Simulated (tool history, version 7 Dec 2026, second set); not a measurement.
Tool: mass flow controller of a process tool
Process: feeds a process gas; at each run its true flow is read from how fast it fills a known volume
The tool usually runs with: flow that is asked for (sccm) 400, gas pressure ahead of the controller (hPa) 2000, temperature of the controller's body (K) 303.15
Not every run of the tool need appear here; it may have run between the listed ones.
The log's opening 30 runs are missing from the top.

run	hour	flow that is asked for (sccm)	gas pressure ahead of the controller (hPa)	temperature of the controller's body (K)	hours of work since the controller was set to zero	hours of work since the controller was changed	true flow (%)
31	3251.2	173	2670	295.15	2485	2485	94.9
32	3354.5	145	1440	306.15	2541	2541	92.49
33	3436.7	145	1440	306.15	2586	2586	92.35
34	3503.6	220	1870	310.15	2622	2622	94.29
35	3602.8	461	2580	310.15	2676	2676	96.89
36	3714.3	547	2000	303.15	2736	2736	97.23
37	3797.9	547	2000	303.15	2782	2782	97.14
38	3918.4	400	1500	311.15	2847	2847	95.52
39	4024.2	680	2240	302.15	2905	2905	97.81
40	4175.4	168	2310	299.15	2987	2987	93.39
41	4249.8	400	2380	296.15	3027	3027	96.77
42	4399.9	274	2000	294.15	3109	3109	95.29
43	4484.2	274	2000	294.15	3155	3155	95.19
44	4553.7	274	2000	294.15	3192	3192	95.22
45	4633.2	227	1870	303.15	3235	3235	93.83
46	4732.6	227	1870	303.15	3289	3289	93.78
47	4879.6	400	2000	302.15	3369	3369	95.91
48	5013.2	783	2000	303.15	3442	3442	97.84

Consider 3 possible next runs. They are alternatives, not a sequence: every one starts from the tool as it was left by run 48. What does each give?
A	5155.8	188	2180	303.15	3519	3519	?
B	5155.8	679	2320	311.15	3519	3519	?
C	5155.8	376	2270	310.15	3519	3519	?

run	true flow (%)
A	92.77
B	97.18
C	95.4
Had the tool no hidden state, the same runs would have come out as:
run	true flow (%)
A	98.08
B	98.87
C	98.21
